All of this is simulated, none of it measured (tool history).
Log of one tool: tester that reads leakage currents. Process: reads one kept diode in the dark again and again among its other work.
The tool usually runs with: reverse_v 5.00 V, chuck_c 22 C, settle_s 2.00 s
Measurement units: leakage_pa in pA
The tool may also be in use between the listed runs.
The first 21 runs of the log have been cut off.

| run | hour | reverse_v | chuck_c | settle_s | leakage_pa |
|---|---|---|---|---|---|
| 22 | 1604.3 | 6.74 | 32 | 2.67 | 283.41 |
| 23 | 1708.4 | 2.76 | 26 | 1.44 | 123.78 |
| 24 | 1774.3 | 1.86 | 26 | 5.03 | 108.80 |
| 25 | 1836.4 | 1.86 | 26 | 5.03 | 106.44 |
| 26 | 1907.8 | 5.00 | 30 | 2.00 | 210.54 |
| 27 | 2015.2 | 1.06 | 22 | 1.66 | 60.10 |
| 28 | 2075.2 | 2.16 | 36 | 4.61 | 268.83 |
| 29 | 2152.2 | 6.54 | 22 | 6.20 | 106.69 |
| 30 | 2211.8 | 6.54 | 22 | 6.20 | 106.18 |
| 31 | 2301.3 | 2.34 | 46 | 2.00 | 629.31 |
| 32 | 2346.8 | 5.43 | 47 | 2.81 | 888.02 |
| 33 | 2402.0 | 5.00 | 37 | 0.70 | 372.20 |
| 34 | 2463.1 | 5.00 | 37 | 0.70 | 369.85 |
|  | 2507.5 | chuck's temperature calibrated |
| 35 | 2549.4 | 5.00 | 37 | 0.70 | 429.31 |
| 36 | 2626.2 | 9.76 | 33 | 2.00 | 376.09 |

Here are 3 independent what-if runs from the current tool condition. What would each one return?
| A | 2728.8 | 9.76 | 27 | 2.00 | ? |
| B | 2728.8 | 2.40 | 20 | 0.38 | ? |
| C | 2728.8 | 4.62 | 22 | 1.74 | ? |

| run | leakage_pa |
|---|---|
| A | 219.46 |
| B | 73.70 |
| C | 108.12 |
Without the tool's hidden state the same runs would have given:
| run | leakage_pa |
|---|---|
| A | 223.72 |
| B | 75.93 |
| C | 110.51 |
